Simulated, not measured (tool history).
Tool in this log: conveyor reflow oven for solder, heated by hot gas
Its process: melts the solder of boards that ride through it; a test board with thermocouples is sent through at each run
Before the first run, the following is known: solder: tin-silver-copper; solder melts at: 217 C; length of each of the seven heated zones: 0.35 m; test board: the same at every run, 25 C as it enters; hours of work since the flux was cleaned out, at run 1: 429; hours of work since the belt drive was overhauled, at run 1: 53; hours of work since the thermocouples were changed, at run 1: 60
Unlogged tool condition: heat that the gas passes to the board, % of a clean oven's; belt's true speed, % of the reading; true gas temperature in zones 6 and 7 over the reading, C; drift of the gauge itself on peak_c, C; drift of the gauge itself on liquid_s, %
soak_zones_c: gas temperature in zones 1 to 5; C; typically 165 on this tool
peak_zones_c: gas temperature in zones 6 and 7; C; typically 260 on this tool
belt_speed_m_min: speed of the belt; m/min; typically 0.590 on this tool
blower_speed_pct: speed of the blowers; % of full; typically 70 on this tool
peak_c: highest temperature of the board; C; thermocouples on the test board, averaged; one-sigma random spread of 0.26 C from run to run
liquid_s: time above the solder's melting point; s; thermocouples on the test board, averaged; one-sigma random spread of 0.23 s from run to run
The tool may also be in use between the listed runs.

run   hour  soak_zones_c  peak_zones_c  belt_speed_m_min  blower_speed_pct  hours of work since the flux was cleaned out  hours of work since the belt drive was overhauled  hours of work since the thermocouples were changed  peak_c  liquid_s
  1    0.0           165           260             0.590                70                                           429                                                 53                                                  60   245.8      46.6
  2    6.7           165           260             0.590                70                                           432                                                 56                                                  63   246.1      46.5
  3   19.2           165           260             0.590                70                                           438                                                 62                                                  69   245.7      46.4
  4   28.9           160           260             0.590                70                                           442                                                 66                                                  73   244.7      44.1
  5   41.5           160           260             0.590                70                                           448                                                 72                                                  79   244.8      44.1
  6   50.8           165           260             0.590                70                                           453                                                 76                                                  83   245.7      46.3
  7   59.8           165           260             0.590                70                                           457                                                 80                                                  88   245.9      46.7
  8   72.0           165           260             0.590                70                                           462                                                 86                                                  93   245.9      46.3
      79.2  -- flux residue cleaned out of gas plates and filters
  9   88.8           165           252             0.590                70                                             4                                                 92                                                  99   240.1      42.1
 10   97.7           165           252             0.590                70                                             9                                                 96                                                 103   240.0      42.1
 11  109.7           165           252             0.550                80                                            14                                                101                                                 109   242.8      49.7
 12  122.7           165           260             0.590                64                                            20                                                108                                                 115   246.0      46.8
 13  128.5           165           260             0.590                68                                            23                                                110                                                 117   246.6      47.5
     133.2  -- belt drive overhauled, speed set with a stopwatch
 14  140.6           165           260             0.664                68                                            27                                                  3                                                 121   242.9      38.4
 15  148.5           177           252             0.590                70                                            30                                                  7                                                 125   241.8      47.9
 16  155.7           177           252             0.590                70                                            34                                                 11                                                 128   241.6      47.8
 17  168.2           160           266             0.593                76                                            40                                                 16                                                 134   253.0      50.6
     177.3  -- belt drive overhauled, speed set with a stopwatch, once more
 18  185.8           168           252             0.691                59                                            46                                                  4                                                 140   233.3      28.0

Below are 5 alternative next runs, each starting from the tool's condition after run 18. Predict each:
  A  195.1           168           274             0.691                59                                            50                                                  8                                                 145       ?         ?
  B  195.1           156           252             0.691                88                                            50                                                  8                                                 145       ?         ?
  C  195.1           157           268             0.691                64                                            50                                                  8                                                 145       ?         ?
  D  195.1           155           271             0.524                70                                            50                                                  8                                                 145       ?         ?
  E  195.1           168           252             0.691                59                                            50                                                  8                                                 145       ?         ?

run  peak_c  liquid_s
  A   252.0      42.6
  B   236.8      30.7
  C   246.0      36.5
  D   259.5      60.7
  E   233.0      27.5
Take away the tool's hidden state, keep each run's random variation, and the runs would have read:
run  peak_c  liquid_s
  A   252.4      42.8
  B   237.2      31.1
  C   246.3      36.7
  D   259.7      60.8
  E   233.3      27.9
